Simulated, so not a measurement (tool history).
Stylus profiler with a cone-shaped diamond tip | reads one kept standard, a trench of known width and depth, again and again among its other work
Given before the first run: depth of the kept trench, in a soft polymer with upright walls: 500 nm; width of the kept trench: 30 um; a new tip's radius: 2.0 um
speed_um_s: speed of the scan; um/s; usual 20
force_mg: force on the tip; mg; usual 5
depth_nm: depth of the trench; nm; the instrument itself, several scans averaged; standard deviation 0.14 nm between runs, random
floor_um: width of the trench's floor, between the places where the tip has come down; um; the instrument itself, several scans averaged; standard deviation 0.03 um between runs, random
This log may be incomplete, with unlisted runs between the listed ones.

run,hour,speed_um_s,force_mg,depth_nm,floor_um
1,0,20,5,507.53,26.02
2,42.7,20,5,507.49,25.97
3,84.6,20,5,507.47,25.97
4,140.2,16,5,507.58,25.94
5,180.7,20,1.69,502.48,25.87
# hour 186.1: height scale calibrated on a step standard
6,232.6,20,5.63,507.03,25.98
7,303,58,3.75,504.42,25.8
8,360.9,29,4.48,505.44,25.82
9,404.7,29,4.48,505.19,25.82
# hour 409.8: height scale calibrated on a step standard, once more
10,470.9,28,7.87,513.21,25.88
11,506.2,28,7.87,513.11,25.79

What if the next run were any one of these 5? Each begins from the tool's condition after run 11:
A,544,30,7.87,?,?
B,544,12,5,?,?
C,544,7,4.37,?,?
D,544,7,5.95,?,?
E,544,7,9.73,?,?

run,depth_nm,floor_um
A,512.97,25.81
B,509.5,25.78
C,509.03,25.81
D,510.92,25.83
E,515.12,25.85
Had the tool no hidden state, the same runs would have come out as:
run,depth_nm,floor_um
A,513.07,27.36
B,509.6,27.33
C,509.14,27.35
D,511.02,27.38
E,515.22,27.4
